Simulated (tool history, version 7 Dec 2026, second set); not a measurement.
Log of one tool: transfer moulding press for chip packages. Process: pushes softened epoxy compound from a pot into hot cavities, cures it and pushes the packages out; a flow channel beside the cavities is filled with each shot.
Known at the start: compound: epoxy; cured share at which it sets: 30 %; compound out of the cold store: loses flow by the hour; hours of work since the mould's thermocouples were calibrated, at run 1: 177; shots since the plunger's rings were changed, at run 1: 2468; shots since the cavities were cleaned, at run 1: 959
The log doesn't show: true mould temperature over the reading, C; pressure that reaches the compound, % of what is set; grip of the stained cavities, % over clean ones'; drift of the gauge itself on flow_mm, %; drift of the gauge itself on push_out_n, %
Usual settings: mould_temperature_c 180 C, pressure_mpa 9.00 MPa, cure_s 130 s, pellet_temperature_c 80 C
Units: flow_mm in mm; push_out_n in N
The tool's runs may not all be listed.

run   hour  mould_temperature_c  pressure_mpa  cure_s  pellet_temperature_c  hours of work since the mould's thermocouples were calibrated  shots since the plunger's rings were changed  shots since the cavities were cleaned  incoming compound's hours out of the cold store  flow_mm  push_out_n
  1    0.0                  180          9.00     130                    80                                                            177                                          2468                                    959                                             17.2      898         494
  2   12.0                  180          9.00     130                    80                                                            184                                          2576                                   1067                                             24.6      876         510
  3   18.4                  180          9.00     130                    80                                                            188                                          2633                                   1124                                             45.8      809         519
      23.8  -- cavities cleaned with cleaning compound and waxed
  4   30.6                  180          9.00     130                    80                                                            194                                          2729                                     61                                             15.4      907         284
  5   36.5                  180          9.00     130                    80                                                            197                                          2783                                    115                                             11.2      911         311
  6   45.3                  180          9.00     130                    70                                                            202                                          2861                                    193                                             43.8      812         335
  7   53.4                  180          9.00     130                    70                                                            207                                          2934                                    266                                             47.3      798         368
  8   60.4                  180          9.00     130                    70                                                            211                                          2997                                    329                                             22.5      879         390
  9   68.1                  180          9.00     130                    70                                                            215                                          3067                                    399                                             19.7      882         418
 10   80.1                  180          9.00     130                    70                                                            222                                          3175                                    507                                              9.1      920         442
 11   90.3                  180          9.00     142                    84                                                            228                                          3265                                    597                                             29.9      845         454
 12   98.0                  180          7.53     154                    84                                                            233                                          3335                                    667                                             25.0      789         434
 13  107.3                  182          9.00     148                    84                                                            238                                          3419                                    751                                             26.0      850         441
 14  117.5                  178          9.00     132                    75                                                            244                                          3510                                    842                                             26.3      862         515
 15  122.4                  182          9.00     134                    84                                                            247                                          3555                                    887                                             25.3      836         461
 16  131.9                  182          9.00     134                    84                                                            252                                          3639                                    971                                             18.1      869         493
 17  138.2                  179          9.00     135                    76                                                            256                                          3697                                   1029                                             10.6      905         512
     150.0  -- plunger's sealing rings changed
 18  151.1                  179          9.00     135                    76                                                            262                                            10                                   1122                                             16.2      955         531
     156.4  -- cavities cleaned with cleaning compound and waxed
 19  161.5                  179          9.00     135                    89                                                            267                                            90                                     46                                             19.8      927         275
 20  172.9                  179          6.91     135                    89                                                            274                                           192                                    148                                             46.6      744         308

3 ways to go on from here, each from the tool as it stands after run 20. What would each give?
  A  181.8                  182          6.91     157                    81                                                            279                                           273                                    229                                             29.1        ?           ?
  B  181.8                  179          9.42     138                    73                                                            279                                           273                                    229                                              9.3        ?           ?
  C  181.8                  179          6.91     135                    86                                                            279                                           273                                    229                                             31.1        ?           ?

run  flow_mm  push_out_n
  A      785         337
  B      997         349
  C      781         363
Without the tool's hidden state the same runs would have given:
run  flow_mm  push_out_n
  A      793         237
  B     1008         247
  C      789         261

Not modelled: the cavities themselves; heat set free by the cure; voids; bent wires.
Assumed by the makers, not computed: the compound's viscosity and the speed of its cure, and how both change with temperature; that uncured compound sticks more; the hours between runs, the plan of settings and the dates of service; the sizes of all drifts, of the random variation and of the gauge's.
